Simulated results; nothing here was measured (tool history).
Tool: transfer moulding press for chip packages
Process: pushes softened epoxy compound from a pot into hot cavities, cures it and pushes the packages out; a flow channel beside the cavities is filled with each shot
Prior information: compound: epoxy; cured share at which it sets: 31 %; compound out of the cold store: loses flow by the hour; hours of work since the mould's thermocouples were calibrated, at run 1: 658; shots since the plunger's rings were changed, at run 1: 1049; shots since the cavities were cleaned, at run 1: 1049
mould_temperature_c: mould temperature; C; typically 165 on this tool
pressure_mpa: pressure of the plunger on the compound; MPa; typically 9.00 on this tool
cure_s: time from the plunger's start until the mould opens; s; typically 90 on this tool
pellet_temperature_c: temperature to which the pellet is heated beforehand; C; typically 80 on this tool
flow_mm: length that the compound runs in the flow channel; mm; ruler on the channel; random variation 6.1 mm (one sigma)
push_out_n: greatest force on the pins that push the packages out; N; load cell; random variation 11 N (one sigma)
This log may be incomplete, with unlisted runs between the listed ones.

run	hour	mould_temperature_c	pressure_mpa	cure_s	pellet_temperature_c	hours of work since the mould's thermocouples were calibrated	shots since the plunger's rings were changed	shots since the cavities were cleaned	incoming compound's hours out of the cold store	flow_mm	push_out_n
1	0.0	165	9.00	90	80	658	1049	1049	23.1	887	1092
# hour 7.5: cavities cleaned with cleaning compound and waxed
2	48.9	163	9.00	90	80	692	1654	528	8.7	969	1210
# hour 95.6: cavities cleaned with cleaning compound and waxed
3	99.1	163	9.00	90	80	726	2275	45	42.2	799	603
4	137.0	163	9.00	90	80	753	2760	530	11.8	938	1158
# hour 163.7: plunger's sealing rings changed
5	179.3	165	9.00	90	78	781	199	1038	21.2	897	1106
# hour 185.2: cavities cleaned with cleaning compound and waxed
# hour 245.1: mould's thermocouples calibrated
6	250.3	165	9.00	90	78	4	1061	806	9.4	959	969
# hour 276.2: cavities cleaned with cleaning compound and waxed
7	314.6	165	9.00	90	78	48	1863	491	24.4	877	828
8	356.6	165	9.00	130	80	77	2399	1027	26.3	853	735
# hour 365.1: cavities cleaned with cleaning compound and waxed
# hour 416.2: plunger's sealing rings changed
9	416.8	165	9.00	130	80	117	7	628	9.5	960	675
# hour 457.1: cavities cleaned with cleaning compound and waxed
10	482.1	165	9.00	130	80	162	822	320	35.9	829	564
# hour 541.6: cavities cleaned with cleaning compound and waxed
11	541.6	165	9.00	90	80	203	1563	0	20.7	887	473
12	598.3	165	9.00	90	80	242	2287	724	16.5	899	989
# hour 627.3: cavities cleaned with cleaning compound and waxed
13	647.7	165	9.00	90	80	276	2898	261	13.9	899	766
# hour 666.6: plunger's sealing rings changed
14	688.4	165	9.00	90	86	303	279	749	27.0	866	963
# hour 715.8: cavities cleaned with cleaning compound and waxed
15	724.4	165	9.00	90	86	327	720	110	15.6	921	603
16	763.2	165	9.00	74	74	355	1215	605	27.5	861	1400
# hour 803.3: cavities cleaned with cleaning compound and waxed
17	838.3	163	9.00	123	79	406	2155	447	24.3	870	650
# hour 890.4: cavities cleaned with cleaning compound and waxed
18	902.1	161	9.00	90	82	450	2951	150	25.9	871	891
# hour 916.1: plunger's sealing rings changed
19	939.2	165	9.00	73	80	474	294	591	20.2	917	1506
# hour 981.3: cavities cleaned with cleaning compound and waxed
20	1017.0	165	10.54	82	90	528	1269	457	23.9	950	1041
# hour 1070.5: cavities cleaned with cleaning compound and waxed
21	1095.7	167	7.81	72	90	582	2255	323	11.7	853	1099
# hour 1156.7: cavities cleaned with cleaning compound and waxed
22	1157.4	158	7.81	72	72	625	3023	9	11.6	907	1523
# hour 1163.7: plunger's sealing rings changed
23	1210.4	168	9.84	83	77	660	596	654	20.8	929	920
# hour 1245.3: cavities cleaned with cleaning compound and waxed
24	1264.9	172	9.84	127	76	697	1273	250	12.6	942	508
25	1323.8	172	9.84	127	76	739	2025	1002	37.4	809	740
# hour 1333.1: cavities cleaned with cleaning compound and waxed
26	1394.9	172	9.84	127	76	788	2914	789	17.8	903	674

Predict the results of run 27:
# hour 1413.2: plunger's sealing rings changed
# hour 1420.2: cavities cleaned with cleaning compound and waxed
# hour 1452.2: mould's thermocouples calibrated
27	1467.9	162	9.00	72	80	11	654	583	19.0	?	?

flow_mm: 930 mm
push_out_n: 1860 N
Without the tool's hidden state the same run would have given flow_mm 939 mm, push_out_n 1017 N.
